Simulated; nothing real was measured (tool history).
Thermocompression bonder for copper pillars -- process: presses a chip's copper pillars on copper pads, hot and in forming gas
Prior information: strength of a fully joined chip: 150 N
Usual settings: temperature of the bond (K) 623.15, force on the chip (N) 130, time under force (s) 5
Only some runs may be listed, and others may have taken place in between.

run,hour,temperature of the bond (K),force on the chip (N),time under force (s),force that shears a chip off (N)
1,0,623.15,130,5,66.5
2,19.7,623.15,130,5,66
3,33.5,635.15,130,5,73
4,48.8,623.15,188,5,77.1
5,72.7,623.15,153,5,70.9
6,101.4,623.15,153,5,71.7
7,120.7,623.15,120,5,63.7
# hour 133.2: forming gas filter changed
8,135.1,623.15,120,5,70.2
9,153.8,623.15,120,5,67
10,173.8,623.15,130,5,71.2
11,196.9,623.15,130,5,70.5
12,214,623.15,130,5,71.3
13,228.5,623.15,147,5,74.8
14,253.7,623.15,147,5,73.3
15,268.3,623.15,130,4,64
16,283.3,623.15,130,4,63.5
17,302.5,623.15,130,4,64.3
18,319.1,623.15,130,6,74.1
19,342.9,623.15,130,6,74.2
20,358.6,623.15,130,6,72.7
21,378.7,635.15,149,4,77
22,400.3,649.15,143,3,77.9
23,427.8,630.15,121,3,59.1
24,456.7,630.15,97,3,52
25,482.2,630.15,97,3,51.8
26,503.9,626.15,134,8,83.1
27,524.4,640.15,82,10,80.1
28,537.4,636.15,80,12,82.1
29,558.4,650.15,142,3,76.5
30,583.9,650.15,142,3,73.6
31,599.3,623.15,142,5,69.8
32,625.1,623.15,142,5,70.7
33,639,623.15,142,5,68.1
34,652.5,639.15,184,6,95.6
35,674.4,623.15,91,5,55.2
36,691.8,652.15,130,9,100.2
37,720,652.15,130,9,97.4
38,736.8,633.15,78,9,69.1

Table of differences, measured result less the result of that run with no hidden state. Run-to-run variation is the same in both. Gauge scatter possibly is not:
The hidden state here: true temperature of the bond over the reading, C; force that reaches the chip, % of what is set; oxide that the forming gas leaves, % of the face; drift of the gauge itself on shear_n, %.
run,force that shears a chip off (N)
1,-3.8
2,-4
3,-4.6
4,-5.2
5,-5
6,-5.3
7,-4.8
8,+0.7
9,+0.5
10,+0.4
11,+0.1
12,-0.1
13,-0.3
14,-0.5
15,-0.6
16,-0.6
17,-0.8
18,-1.2
19,-1.4
20,-1.6
21,-1.8
22,-2
23,-1.8
24,-1.8
25,-2
26,-3.6
27,-3.6
28,-3.9
29,-3.8
30,-3.9
31,-4
32,-4.3
33,-4.4
34,-6.2
35,-3.7
36,-7.1
37,-7.4
38,-5.4
